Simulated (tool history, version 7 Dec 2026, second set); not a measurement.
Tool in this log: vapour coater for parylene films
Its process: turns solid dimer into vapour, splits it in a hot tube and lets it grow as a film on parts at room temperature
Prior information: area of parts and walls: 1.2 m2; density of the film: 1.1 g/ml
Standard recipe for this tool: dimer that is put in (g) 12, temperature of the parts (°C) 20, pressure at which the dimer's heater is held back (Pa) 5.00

run,hour,dimer that is put in (g),temperature of the parts (°C),pressure at which the dimer's heater is held back (Pa),thickness of the film (um)
1,0.0,12,20,5.00,5.65
2,45.1,12,20,5.00,5.52
3,106.7,12,20,3.27,6.11
4,148.0,12,20,5.00,5.55
5,206.7,12,20,5.00,5.54
6,275.0,12,20,5.00,5.49
7,324.0,12,20,5.00,5.46
8,358.4,12,20,5.00,5.42
9,414.8,12,20,5.00,5.46
10,493.3,12,20,5.00,5.37
11,546.2,12,20,5.00,5.34
# hour 557.3: trap's valve overhauled
12,599.2,12,20,5.00,5.16

Run 13 has not been measured yet. What should we expect?
13,660.8,12,20,5.00,?

For run 13 the tool returned thickness of the film (um) 5.15.
On a tool with no hidden condition, and with the same random variation, this run would have come out at thickness of the film (um) 5.78.
